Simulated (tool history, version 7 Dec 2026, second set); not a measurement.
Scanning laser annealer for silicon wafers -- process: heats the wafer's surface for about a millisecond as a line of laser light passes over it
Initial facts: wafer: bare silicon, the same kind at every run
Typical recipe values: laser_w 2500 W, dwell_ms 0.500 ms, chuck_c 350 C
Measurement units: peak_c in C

run	day	laser_w	dwell_ms	chuck_c	peak_c
1	0.000	2500	0.500	350	1133
2	0.538	2500	0.500	366	1151
3	1.262	2500	0.500	366	1151
4	1.679	2500	0.402	350	1057
5	2.462	2500	0.402	350	1056
6	3.046	2500	0.402	317	1026
7	3.579	2500	0.500	373	1157
8	4.375	2500	0.500	373	1158
9	4.838	2500	0.410	373	1086
10	5.288	2500	0.364	373	1049
11	5.692	2419	0.470	327	1065
12	6.392	2419	0.470	327	1065
13	7.183	2158	0.488	350	1020
14	7.571	2256	0.515	350	1070
15	8.167	2263	0.496	364	1071
16	8.754	2263	0.496	364	1074
17	9.242	2152	0.469	350	1009
18	9.775	2573	0.500	328	1137
19	10.175	2573	0.500	328	1139

Missing from the log above: 1 entry noted between runs. For each, name the pair of listed runs it sits between and say how the tool's hidden condition differs from the listed run just before to the listed run just after:
Between runs 9 and 10: window over the wafer cleaned (day 5.150)
  light that passes the window, % of a clean one's: 99.71 -> 99.99; width of the line over the set one, %: 0.13 -> 0.14
  the result without the hidden state subtracted from the measured one, peak_c: -2 -> +0 C
